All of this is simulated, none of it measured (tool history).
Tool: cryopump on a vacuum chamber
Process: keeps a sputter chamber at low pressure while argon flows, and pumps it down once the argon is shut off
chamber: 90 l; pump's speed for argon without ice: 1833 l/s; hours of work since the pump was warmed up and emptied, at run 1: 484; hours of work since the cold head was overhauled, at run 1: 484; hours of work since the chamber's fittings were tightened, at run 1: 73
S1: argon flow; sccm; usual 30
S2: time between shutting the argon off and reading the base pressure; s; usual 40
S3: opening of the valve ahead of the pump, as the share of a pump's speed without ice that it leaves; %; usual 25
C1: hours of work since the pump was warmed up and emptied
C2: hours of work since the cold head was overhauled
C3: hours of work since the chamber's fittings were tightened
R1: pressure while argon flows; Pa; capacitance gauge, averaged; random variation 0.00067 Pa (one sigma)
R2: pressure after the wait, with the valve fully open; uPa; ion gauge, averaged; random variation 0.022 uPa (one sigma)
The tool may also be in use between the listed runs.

Run 1, hour 0: usual settings; C1 484; C2 484; C3 73. Result: R1 0.1151 Pa, R2 0.66 uPa.
Run 2, hour 21.7: usual settings but S3 45 %; C1 493; C2 493; C3 82. Result: R1 0.0661 Pa, R2 0.66 uPa.
Run 3, hour 37.6: usual settings but S2 170 s; C1 499; C2 499; C3 88. Result: R1 0.1149 Pa, R2 0.35 uPa.
Run 4, hour 52.9: usual settings but S2 170 s; C1 506; C2 506; C3 94. Result: R1 0.1151 Pa, R2 0.38 uPa.
Run 5, hour 85: usual settings but S2 266 s; C1 519; C2 519; C3 108. Result: R1 0.1149 Pa, R2 0.36 uPa.
Run 6, hour 118: usual settings but S2 266 s; C1 532; C2 532; C3 121. Result: R1 0.115 Pa, R2 0.3 uPa.
Run 7, hour 141: usual settings but S2 266 s; C1 542; C2 542; C3 130. Result: R1 0.1149 Pa, R2 0.34 uPa.
Run 8, hour 167.7: usual settings but S2 21 s; C1 552; C2 552; C3 141. Result: R1 0.1161 Pa, R2 1.07 uPa.
Run 9, hour 201.1: usual settings; C1 566; C2 566; C3 155. Result: R1 0.1157 Pa, R2 0.71 uPa.
Run 10, hour 224.1: usual settings; C1 575; C2 575; C3 164. Result: R1 0.1149 Pa, R2 0.71 uPa.
Run 11, hour 252.8: usual settings but S2 53 s; C1 587; C2 587; C3 176. Result: R1 0.1166 Pa, R2 0.6 uPa.
Run 12, hour 284.8: usual settings but S2 53 s; C1 600; C2 600; C3 189. Result: R1 0.1143 Pa, R2 0.64 uPa.
Run 13, hour 316.6: usual settings but S2 53 s; C1 613; C2 613; C3 202. Result: R1 0.115 Pa, R2 0.64 uPa.
Run 14, hour 340.3: usual settings but S2 53 s; C1 623; C2 623; C3 212. Result: R1 0.1158 Pa, R2 0.67 uPa.
Run 15, hour 359.6: usual settings but S1 41 sccm, S2 23 s, S3 17 %; C1 631; C2 631; C3 220. Result: R1 0.2297 Pa, R2 1.07 uPa.
Run 16, hour 387.8: usual settings but S1 41 sccm, S2 23 s, S3 17 %; C1 642; C2 642; C3 231. Result: R1 0.2292 Pa, R2 1.06 uPa.
Run 17, hour 402.9: usual settings but S3 31 %; C1 648; C2 648; C3 237. Result: R1 0.0946 Pa, R2 0.82 uPa.
Run 18, hour 421.7: usual settings but S3 31 %; C1 656; C2 656; C3 245. Result: R1 0.0945 Pa, R2 0.79 uPa.
Run 19, hour 445.6: usual settings but S1 37 sccm, S2 43 s, S3 31 %; C1 666; C2 666; C3 255. Result: R1 0.1157 Pa, R2 0.8 uPa.
Run 20, hour 467.2: usual settings but S1 32 sccm, S2 59 s, S3 54 %; C1 675; C2 675; C3 264. Result: R1 0.0607 Pa, R2 0.64 uPa.
Run 21, hour 493.1: usual settings but S2 210 s, S3 43 %; C1 685; C2 685; C3 274. Result: R1 0.0709 Pa, R2 0.5 uPa.
Run 22, hour 529.3: usual settings but S2 20 s; C1 700; C2 700; C3 289. Result: R1 0.1156 Pa, R2 1.2 uPa.

Measured less the same run without the tool's hidden state. The same run-to-run variation is in both; the gauge's scatter may not be:
The hidden state here: pump's speed, % of a pump's without ice; cold plate's temperature, K; leak into the chamber, uPa l/s; drift of the gauge itself on working_pa, %; drift of the gauge itself on base_upa, %.
run       R1     R2
  1  +0.0039  +0.08
  2   +0.004  +0.08
  3   +0.004  +0.09
  4  +0.0041  +0.09
  5  +0.0041   +0.1
  6  +0.0043  +0.11
  7  +0.0044  +0.11
  8  +0.0045  +0.13
  9  +0.0046  +0.14
 10  +0.0047  +0.14
 11  +0.0048  +0.15
 12  +0.0049  +0.16
 13  +0.0051  +0.18
 14  +0.0052  +0.19
 15  +0.0072  +0.19
 16  +0.0073  +0.19
 17  +0.0054   +0.2
 18  +0.0055  +0.21
 19  +0.0069  +0.23
 20  +0.0061  +0.23
 21  +0.0058  +0.24
 22  +0.0059  +0.24
